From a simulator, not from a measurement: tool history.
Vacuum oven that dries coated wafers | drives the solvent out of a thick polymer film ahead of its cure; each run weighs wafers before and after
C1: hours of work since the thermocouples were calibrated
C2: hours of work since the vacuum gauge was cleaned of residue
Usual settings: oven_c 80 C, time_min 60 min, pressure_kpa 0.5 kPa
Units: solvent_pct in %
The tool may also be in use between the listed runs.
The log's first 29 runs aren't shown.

-- hour=846.1 vacuum gauge cleaned of residue and calibrated, once more
run 30 hour=860.2 | oven_c=81 time_min=36 pressure_kpa=0.5 | C1=114 C2=9 | solvent_pct=2.36
run 31 hour=883.5 | oven_c=69 time_min=37 pressure_kpa=1.964 | C1=130 C2=24 | solvent_pct=5.76
run 32 hour=923.3 | oven_c=77 time_min=92 pressure_kpa=1.964 | C1=155 C2=50 | solvent_pct=1.02
run 33 hour=949.3 | oven_c=77 time_min=92 pressure_kpa=1.964 | C1=172 C2=67 | solvent_pct=1.02
run 34 hour=983.1 | oven_c=91 time_min=38 pressure_kpa=1.903 | C1=194 C2=89 | solvent_pct=0.88
run 35 hour=1025.7 | oven_c=91 time_min=38 pressure_kpa=1.903 | C1=222 C2=117 | solvent_pct=0.91
run 36 hour=1057.9 | oven_c=91 time_min=38 pressure_kpa=1.903 | C1=243 C2=138 | solvent_pct=0.9
run 37 hour=1075.5 | oven_c=80 time_min=47 pressure_kpa=1.85 | C1=255 C2=149 | solvent_pct=2.02
run 38 hour=1107.4 | oven_c=80 time_min=47 pressure_kpa=1.85 | C1=275 C2=170 | solvent_pct=2.08
run 39 hour=1130 | oven_c=80 time_min=67 pressure_kpa=0.303 | C1=290 C2=185 | solvent_pct=0.73
run 40 hour=1167.6 | oven_c=92 time_min=30 pressure_kpa=0.303 | C1=315 C2=209 | solvent_pct=0.97
run 41 hour=1204.9 | oven_c=90 time_min=34 pressure_kpa=0.856 | C1=339 C2=234 | solvent_pct=1.1
run 42 hour=1239.5 | oven_c=90 time_min=34 pressure_kpa=0.856 | C1=361 C2=256 | solvent_pct=1.08
run 43 hour=1274.4 | oven_c=90 time_min=45 pressure_kpa=0.856 | C1=384 C2=279 | solvent_pct=0.6
run 44 hour=1307.9 | oven_c=81 time_min=45 pressure_kpa=0.921 | C1=406 C2=301 | solvent_pct=1.79
run 45 hour=1326.2 | oven_c=81 time_min=45 pressure_kpa=0.921 | C1=418 C2=313 | solvent_pct=1.8
run 46 hour=1349.1 | oven_c=93 time_min=43 pressure_kpa=0.999 | C1=433 C2=328 | solvent_pct=0.46

5 ways to go on from here, each from the tool as it stands after run 46. What would each give?
run A hour=1381.7 | oven_c=87 time_min=43 pressure_kpa=0.999 | C1=454 C2=349 | solvent_pct=?
run B hour=1381.7 | oven_c=94 time_min=94 pressure_kpa=1.998 | C1=454 C2=349 | solvent_pct=?
run C hour=1381.7 | oven_c=92 time_min=60 pressure_kpa=0.5 | C1=454 C2=349 | solvent_pct=?
run D hour=1381.7 | oven_c=80 time_min=71 pressure_kpa=0.5 | C1=454 C2=349 | solvent_pct=?
run E hour=1381.7 | oven_c=75 time_min=85 pressure_kpa=0.875 | C1=454 C2=349 | solvent_pct=?

run=A solvent_pct=0.99
run=B solvent_pct=0.36
run=C solvent_pct=0.24
run=D solvent_pct=0.68
run=E solvent_pct=1.07
Without the tool's hidden state the same runs would have given:
run=A solvent_pct=0.92
run=B solvent_pct=0.34
run=C solvent_pct=0.21
run=D solvent_pct=0.62
run=E solvent_pct=0.99
